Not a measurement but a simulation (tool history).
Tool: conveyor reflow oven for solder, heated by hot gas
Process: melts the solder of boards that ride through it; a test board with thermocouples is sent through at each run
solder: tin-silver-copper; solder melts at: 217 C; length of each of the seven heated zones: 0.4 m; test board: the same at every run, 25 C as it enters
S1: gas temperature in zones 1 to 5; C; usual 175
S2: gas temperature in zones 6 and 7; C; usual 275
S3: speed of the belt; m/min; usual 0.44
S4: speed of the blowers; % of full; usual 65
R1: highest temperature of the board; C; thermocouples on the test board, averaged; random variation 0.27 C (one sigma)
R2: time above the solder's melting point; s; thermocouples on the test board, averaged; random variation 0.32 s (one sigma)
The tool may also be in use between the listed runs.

{"run": 1, "hour": 0.0, "S1": 175, "S2": 275, "S3": 0.44, "S4": 65, "R1": 251.6, "R2": 79.4}
{"run": 2, "hour": 27.0, "S1": 175, "S2": 275, "S3": 0.478, "S4": 65, "R1": 248.3, "R2": 68.6}
{"run": 3, "hour": 59.2, "S1": 175, "S2": 275, "S3": 0.478, "S4": 65, "R1": 248.3, "R2": 67.5}
{"run": 4, "hour": 82.4, "S1": 175, "S2": 275, "S3": 0.44, "S4": 65, "R1": 251.2, "R2": 78.7}
{"run": 5, "hour": 115.5, "S1": 175, "S2": 275, "S3": 0.44, "S4": 65, "R1": 250.9, "R2": 77.7}
{"hour": 145.3, "done": "flux residue cleaned out of gas plates and filters"}
{"run": 6, "hour": 161.6, "S1": 175, "S2": 275, "S3": 0.44, "S4": 65, "R1": 248.9, "R2": 77.2}
{"run": 7, "hour": 183.6, "S1": 175, "S2": 275, "S3": 0.44, "S4": 65, "R1": 249.6, "R2": 76.3}
{"run": 8, "hour": 209.7, "S1": 175, "S2": 275, "S3": 0.44, "S4": 65, "R1": 249, "R2": 76.5}
{"run": 9, "hour": 244.1, "S1": 175, "S2": 275, "S3": 0.44, "S4": 66, "R1": 249.1, "R2": 76.1}
{"run": 10, "hour": 263.7, "S1": 175, "S2": 275, "S3": 0.44, "S4": 66, "R1": 249.7, "R2": 76.2}
{"run": 11, "hour": 304.7, "S1": 175, "S2": 275, "S3": 0.44, "S4": 66, "R1": 248.6, "R2": 75.8}
{"hour": 340.0, "done": "thermocouples of zones 6 and 7 changed"}
{"run": 12, "hour": 340.0, "S1": 175, "S2": 275, "S3": 0.44, "S4": 65, "R1": 250.2, "R2": 76.7}
{"hour": 370.0, "done": "flux residue cleaned out of gas plates and filters, once more"}
{"run": 13, "hour": 380.0, "S1": 175, "S2": 275, "S3": 0.44, "S4": 65, "R1": 254.4, "R2": 83.2}
{"run": 14, "hour": 420.0, "S1": 175, "S2": 275, "S3": 0.44, "S4": 65, "R1": 254.6, "R2": 83.5}
{"run": 15, "hour": 462.4, "S1": 168, "S2": 275, "S3": 0.44, "S4": 65, "R1": 252.3, "R2": 78}
{"run": 16, "hour": 483.7, "S1": 160, "S2": 264, "S3": 0.44, "S4": 65, "R1": 241.6, "R2": 60.8}
{"run": 17, "hour": 510.2, "S1": 164, "S2": 286, "S3": 0.44, "S4": 65, "R1": 260.4, "R2": 84}
{"run": 18, "hour": 548.6, "S1": 164, "S2": 286, "S3": 0.44, "S4": 65, "R1": 260.6, "R2": 83.4}
{"run": 19, "hour": 566.5, "S1": 164, "S2": 286, "S3": 0.44, "S4": 65, "R1": 260.1, "R2": 83.9}
{"run": 20, "hour": 584.5, "S1": 175, "S2": 273, "S3": 0.489, "S4": 65, "R1": 247.5, "R2": 66.1}
{"run": 21, "hour": 621.1, "S1": 164, "S2": 273, "S3": 0.489, "S4": 65, "R1": 244.4, "R2": 57.8}
{"run": 22, "hour": 647.3, "S1": 186, "S2": 275, "S3": 0.431, "S4": 65, "R1": 255.8, "R2": 93.3}
{"run": 23, "hour": 677.7, "S1": 186, "S2": 275, "S3": 0.431, "S4": 65, "R1": 255.8, "R2": 93}
{"run": 24, "hour": 714.1, "S1": 186, "S2": 275, "S3": 0.431, "S4": 65, "R1": 255.5, "R2": 92.2}
{"run": 25, "hour": 750.9, "S1": 186, "S2": 275, "S3": 0.431, "S4": 65, "R1": 254.4, "R2": 92.3}
{"run": 26, "hour": 787.9, "S1": 186, "S2": 275, "S3": 0.431, "S4": 65, "R1": 254.4, "R2": 91.2}
{"run": 27, "hour": 826.2, "S1": 171, "S2": 278, "S3": 0.392, "S4": 79, "R1": 261.4, "R2": 100.6}
{"run": 28, "hour": 861.6, "S1": 175, "S2": 279, "S3": 0.44, "S4": 65, "R1": 254.3, "R2": 83.3}

Run 29 comes next. What will it give?
{"run": 29, "hour": 893.4, "S1": 175, "S2": 275, "S3": 0.41, "S4": 65, "R1": "?", "R2": "?"}

{"run 29": {"R1": 253.5, "R2": 89.1}}
Without the tool's hidden state the same run would have given R1 257.2 C, R2 92.7 s.
